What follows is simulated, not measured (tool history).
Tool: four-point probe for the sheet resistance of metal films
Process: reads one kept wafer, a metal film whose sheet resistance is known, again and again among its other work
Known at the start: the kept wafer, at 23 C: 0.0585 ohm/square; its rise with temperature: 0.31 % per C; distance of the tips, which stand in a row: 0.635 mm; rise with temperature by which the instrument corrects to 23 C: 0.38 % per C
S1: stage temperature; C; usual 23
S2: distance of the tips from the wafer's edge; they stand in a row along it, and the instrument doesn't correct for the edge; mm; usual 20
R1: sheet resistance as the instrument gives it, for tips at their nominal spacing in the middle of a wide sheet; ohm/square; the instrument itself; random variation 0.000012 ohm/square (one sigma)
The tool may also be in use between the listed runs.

run,hour,S1,S2,R1
1,0,23,20,0.058587
2,28.6,23,20,0.05859
3,66.8,23,20,0.05861
4,95.6,23,20,0.058612
5,129.8,23,41,0.05858
6,162.3,23,41,0.058591
7,200.3,20,20,0.058713
8,223.8,20,20,0.058746
9,241.1,23,15,0.058644
10,260.5,23,15,0.058649
11,289.3,23,15,0.05863
12,312.4,23,20,0.058623
13,347.9,23,20,0.058618
14,368.6,23,20,0.058628
15,408,23,20,0.058648
16,424.2,26,20,0.05851
17,462.4,26,20,0.058483
18,487.1,26,20,0.05851
19,519.6,26,12,0.058564
20,550.6,23,23,0.058643
21,574.3,23,20,0.058644
22,603.8,30,20,0.058354
23,633.6,25,32,0.058537
24,657.7,18,10,0.058964
25,689.2,18,10,0.05898
26,722,18,10,0.05899
27,757.9,31,48,0.058295
28,774.1,31,48,0.058292

Forecast run 29:
29,799.9,31,48,?

Run 29 gave R1 0.058318 ohm/square.
Without the tool's hidden state the same run would have given R1 0.058181 ohm/square.

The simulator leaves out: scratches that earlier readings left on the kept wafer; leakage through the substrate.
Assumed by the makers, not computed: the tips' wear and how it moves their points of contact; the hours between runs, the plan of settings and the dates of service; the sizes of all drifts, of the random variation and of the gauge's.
